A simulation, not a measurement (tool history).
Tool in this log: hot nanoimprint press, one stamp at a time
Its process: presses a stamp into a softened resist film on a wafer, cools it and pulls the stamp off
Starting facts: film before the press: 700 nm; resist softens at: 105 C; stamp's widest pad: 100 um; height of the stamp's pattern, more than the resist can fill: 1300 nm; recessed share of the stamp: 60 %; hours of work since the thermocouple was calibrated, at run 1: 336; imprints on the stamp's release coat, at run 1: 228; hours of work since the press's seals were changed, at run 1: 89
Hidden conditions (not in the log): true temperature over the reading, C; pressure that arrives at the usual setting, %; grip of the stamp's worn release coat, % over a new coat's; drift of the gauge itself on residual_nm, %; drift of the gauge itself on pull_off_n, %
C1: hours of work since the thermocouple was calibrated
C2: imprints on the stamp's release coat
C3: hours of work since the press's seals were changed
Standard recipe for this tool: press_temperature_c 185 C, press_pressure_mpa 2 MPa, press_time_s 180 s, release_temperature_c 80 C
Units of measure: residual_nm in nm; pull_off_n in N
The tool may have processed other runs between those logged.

run 1 hour=0 | press_temperature_c=185 press_pressure_mpa=2 press_time_s=180 release_temperature_c=80 | C1=336 C2=228 C3=89 | residual_nm=297.6 pull_off_n=118
run 2 hour=35.9 | press_temperature_c=185 press_pressure_mpa=2 press_time_s=180 release_temperature_c=80 | C1=356 C2=354 C3=109 | residual_nm=299.6 pull_off_n=120
run 3 hour=86.3 | press_temperature_c=185 press_pressure_mpa=2 press_time_s=180 release_temperature_c=79 | C1=384 C2=532 C3=137 | residual_nm=300.1 pull_off_n=121
run 4 hour=158.4 | press_temperature_c=192 press_pressure_mpa=2 press_time_s=180 release_temperature_c=80 | C1=425 C2=785 C3=178 | residual_nm=229.6 pull_off_n=125
-- hour=177.2 plate thermocouple calibrated
run 5 hour=197.5 | press_temperature_c=192 press_pressure_mpa=2 press_time_s=180 release_temperature_c=80 | C1=11 C2=912 C3=198 | residual_nm=237.8 pull_off_n=130
run 6 hour=250.5 | press_temperature_c=192 press_pressure_mpa=2.17 press_time_s=180 release_temperature_c=80 | C1=41 C2=1098 C3=227 | residual_nm=228.5 pull_off_n=129
run 7 hour=313 | press_temperature_c=185 press_pressure_mpa=2 press_time_s=180 release_temperature_c=81 | C1=76 C2=1318 C3=262 | residual_nm=314.3 pull_off_n=127
-- hour=324.5 stamp cleaned and given a new release coat
run 8 hour=364.4 | press_temperature_c=185 press_pressure_mpa=2 press_time_s=180 release_temperature_c=81 | C1=101 C2=140 C3=288 | residual_nm=320 pull_off_n=118
-- hour=408 plate thermocouple calibrated, once more
run 9 hour=443.2 | press_temperature_c=185 press_pressure_mpa=2 press_time_s=180 release_temperature_c=81 | C1=20 C2=406 C3=330 | residual_nm=284.9 pull_off_n=115
run 10 hour=475 | press_temperature_c=185 press_pressure_mpa=1.95 press_time_s=162 release_temperature_c=73 | C1=37 C2=518 C3=348 | residual_nm=303.9 pull_off_n=129
run 11 hour=541.5 | press_temperature_c=185 press_pressure_mpa=1.95 press_time_s=162 release_temperature_c=73 | C1=75 C2=752 C3=385 | residual_nm=302 pull_off_n=132
run 12 hour=607.4 | press_temperature_c=185 press_pressure_mpa=1.95 press_time_s=162 release_temperature_c=73 | C1=111 C2=984 C3=422 | residual_nm=303.4 pull_off_n=135

Consider 4 possible next runs. They are alternatives, not a sequence: every one starts from the tool as it was left by run 12. What does each give?
run A hour=655.7 | press_temperature_c=185 press_pressure_mpa=1.42 press_time_s=162 release_temperature_c=73 | C1=138 C2=1153 C3=449 | residual_nm=? pull_off_n=?
run B hour=655.7 | press_temperature_c=176 press_pressure_mpa=3.06 press_time_s=162 release_temperature_c=73 | C1=138 C2=1153 C3=449 | residual_nm=? pull_off_n=?
run C hour=655.7 | press_temperature_c=177 press_pressure_mpa=2 press_time_s=291 release_temperature_c=80 | C1=138 C2=1153 C3=449 | residual_nm=? pull_off_n=?
run D hour=655.7 | press_temperature_c=185 press_pressure_mpa=1.27 press_time_s=180 release_temperature_c=69 | C1=138 C2=1153 C3=449 | residual_nm=? pull_off_n=?

run=A residual_nm=354.5 pull_off_n=136
run=B residual_nm=363.7 pull_off_n=135
run=C residual_nm=339.1 pull_off_n=127
run=D residual_nm=359.3 pull_off_n=144
Without the tool's hidden state the same runs would have given:
run=A residual_nm=348 pull_off_n=124
run=B residual_nm=354.8 pull_off_n=123
run=C residual_nm=331.5 pull_off_n=116
run=D residual_nm=352.8 pull_off_n=132
